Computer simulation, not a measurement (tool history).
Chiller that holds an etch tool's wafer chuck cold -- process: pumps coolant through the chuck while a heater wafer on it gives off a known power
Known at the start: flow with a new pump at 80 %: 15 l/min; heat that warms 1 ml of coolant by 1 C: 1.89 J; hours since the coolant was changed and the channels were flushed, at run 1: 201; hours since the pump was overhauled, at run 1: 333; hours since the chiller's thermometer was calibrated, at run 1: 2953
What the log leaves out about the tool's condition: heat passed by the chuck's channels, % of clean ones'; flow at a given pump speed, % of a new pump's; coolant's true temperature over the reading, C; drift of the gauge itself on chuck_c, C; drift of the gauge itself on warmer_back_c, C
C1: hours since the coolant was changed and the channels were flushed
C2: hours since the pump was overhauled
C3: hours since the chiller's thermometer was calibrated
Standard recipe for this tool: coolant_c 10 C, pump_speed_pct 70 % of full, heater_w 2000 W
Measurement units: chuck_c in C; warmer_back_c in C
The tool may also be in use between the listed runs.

Run 1, day 0: usual settings; C1 201; C2 333; C3 2953. Result: chuck_c 24.5 C, warmer_back_c 4.83 C.
Run 2, day 0.9: usual settings; C1 223; C2 355; C3 2975. Result: chuck_c 24.7 C, warmer_back_c 4.83 C.
Run 3, day 2.233: usual settings but heater_w 2104 W; C1 255; C2 387; C3 3007. Result: chuck_c 25.2 C, warmer_back_c 5.05 C.
Run 4, day 3.362: usual settings but heater_w 2247 W; C1 282; C2 414; C3 3034. Result: chuck_c 26.4 C, warmer_back_c 5.39 C.
Run 5, day 4.267: usual settings; C1 303; C2 436; C3 3056. Result: chuck_c 24.5 C, warmer_back_c 4.81 C.
Run 6, day 5.154: usual settings; C1 325; C2 457; C3 3077. Result: chuck_c 24.7 C, warmer_back_c 4.77 C.
Run 7, day 6.296: usual settings; C1 352; C2 484; C3 3105. Result: chuck_c 24.6 C, warmer_back_c 4.74 C.
Run 8, day 7.046: usual settings but coolant_c 2 C; C1 370; C2 502; C3 3123. Result: chuck_c 16.7 C, warmer_back_c 4.73 C.
Run 9, day 8.154: usual settings but coolant_c 2 C; C1 397; C2 529; C3 3149. Result: chuck_c 16.6 C, warmer_back_c 4.78 C.
Run 10, day 8.833: usual settings; C1 413; C2 545; C3 3166. Result: chuck_c 24.7 C, warmer_back_c 4.73 C.
Run 11, day 9.371: usual settings but heater_w 1152 W; C1 426; C2 558; C3 3178. Result: chuck_c 18.5 C, warmer_back_c 2.64 C.
Run 12, day 10.112: usual settings but heater_w 1152 W; C1 444; C2 576; C3 3196. Result: chuck_c 18.4 C, warmer_back_c 2.75 C.
Run 13, day 10.9: usual settings but heater_w 1152 W; C1 463; C2 595; C3 3215. Result: chuck_c 18.5 C, warmer_back_c 2.6 C.
Run 14, day 12.133: usual settings but coolant_c 17 C, heater_w 2269 W; C1 492; C2 625; C3 3245. Result: chuck_c 33.6 C, warmer_back_c 5.39 C.
Run 15, day 13.354: usual settings but coolant_c 17 C, heater_w 2269 W; C1 521; C2 654; C3 3274. Result: chuck_c 33.5 C, warmer_back_c 5.32 C.
Run 16, day 13.954: usual settings but coolant_c 20 C, pump_speed_pct 95 % of full, heater_w 1125 W; C1 536; C2 668; C3 3288. Result: chuck_c 26.5 C, warmer_back_c 1.81 C.
Run 17, day 15.204: usual settings but pump_speed_pct 75 % of full, heater_w 1034 W; C1 566; C2 698; C3 3318. Result: chuck_c 17.3 C, warmer_back_c 2.12 C.
Run 18, day 15.833: usual settings but pump_speed_pct 75 % of full, heater_w 1034 W; C1 581; C2 713; C3 3333. Result: chuck_c 17.2 C, warmer_back_c 2.17 C.
Run 19, day 16.571: usual settings but coolant_c 7 C, pump_speed_pct 92 % of full, heater_w 2712 W; C1 599; C2 731; C3 3351. Result: chuck_c 23 C, warmer_back_c 4.83 C.
Run 20, day 17.438: usual settings but coolant_c 12 C, pump_speed_pct 71 % of full, heater_w 1189 W; C1 619; C2 752; C3 3372. Result: chuck_c 20.6 C, warmer_back_c 2.66 C.
Run 21, day 18.121: usual settings but coolant_c 12 C, pump_speed_pct 71 % of full, heater_w 1189 W; C1 636; C2 768; C3 3388. Result: chuck_c 20.6 C, warmer_back_c 2.65 C.
Run 22, day 18.879: usual settings but coolant_c 0 C, pump_speed_pct 71 % of full, heater_w 1189 W; C1 654; C2 786; C3 3407. Result: chuck_c 8.5 C, warmer_back_c 2.61 C.

Pick out some run-to-run changes in warmer_back_c. Of each, how much would a tool without hidden state show as well, from the settings, what came in and chance, and how much is left for the hidden state and any gauge scatter not in both results compared?
Run 2 -> 3: heater_w 2000 -> 2104. warmer_back_c +0.22 C: hidden state -0.02, all else +0.24.
Run 13 -> 14: coolant_c 10 -> 17, heater_w 1152 -> 2269. warmer_back_c +2.79 C: hidden state -0.02, all else +2.81.
Run 15 -> 16: coolant_c 17 -> 20, pump_speed_pct 70 -> 95, heater_w 2269 -> 1125. warmer_back_c -3.51 C: hidden state -0.01, all else -3.5.

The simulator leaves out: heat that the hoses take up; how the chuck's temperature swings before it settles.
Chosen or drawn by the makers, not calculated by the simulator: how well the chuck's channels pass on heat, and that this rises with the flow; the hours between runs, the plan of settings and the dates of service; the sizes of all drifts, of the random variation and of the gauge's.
